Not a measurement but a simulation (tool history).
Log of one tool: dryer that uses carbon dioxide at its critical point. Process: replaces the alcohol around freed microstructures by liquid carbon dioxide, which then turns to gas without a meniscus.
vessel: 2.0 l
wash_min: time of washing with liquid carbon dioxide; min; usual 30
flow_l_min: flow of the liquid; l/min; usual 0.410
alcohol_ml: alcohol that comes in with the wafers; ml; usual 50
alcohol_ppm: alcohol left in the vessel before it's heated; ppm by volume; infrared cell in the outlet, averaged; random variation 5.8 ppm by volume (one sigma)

run,hour,wash_min,flow_l_min,alcohol_ml,alcohol_ppm
1,0.0,30,0.410,50,386
2,16.6,30,0.410,50,389
3,43.3,30,0.410,50,400
4,70.0,30,0.410,50,418
5,99.8,30,0.410,26,264
6,116.9,30,0.410,26,286
7,134.2,30,0.410,50,443
8,157.3,30,0.410,50,448
9,181.6,42,0.410,50,180
10,206.5,42,0.410,50,186
11,235.3,42,0.410,50,185
12,249.7,42,0.410,50,188
13,268.5,30,0.410,52,527
14,287.7,30,0.410,52,512
15,312.0,30,0.410,52,530
16,332.2,30,0.410,52,550
17,362.1,30,0.410,50,534
18,384.2,30,0.410,50,568
19,411.7,30,0.410,50,573
20,434.3,30,0.410,50,607
# hour 436.9: inlet filter changed
21,460.9,30,0.410,50,335
22,481.8,23,0.664,43,220
23,495.0,26,0.300,50,1291
24,511.5,30,0.410,36,302
25,536.1,24,0.665,61,227
26,557.1,42,0.665,46,155
27,586.8,19,0.297,87,5113
28,617.0,48,0.650,35,159
29,644.0,27,0.324,35,782
30,668.6,39,0.410,50,225
31,683.2,39,0.348,79,417
32,696.4,42,0.348,94,359
33,709.8,30,0.410,72,543
34,723.2,30,0.501,74,320
35,750.4,24,0.387,45,878
36,771.7,24,0.387,45,932
37,790.5,30,0.410,74,572
38,805.9,30,0.410,74,602
39,818.9,31,0.612,47,226
40,842.2,31,0.612,47,217

5 ways to go on from here, each from the tool as it stands after run 40. What would each give?
A,866.8,23,0.344,33,?
B,866.8,23,0.443,50,?
C,866.8,31,0.612,58,?
D,866.8,20,0.445,37,?
E,866.8,31,0.273,37,?

run,alcohol_ppm
A,1109
B,833
C,217
D,932
E,1040
Without the tool's hidden state the same runs would have given:
run,alcohol_ppm
A,697
B,447
C,10
D,544
E,625
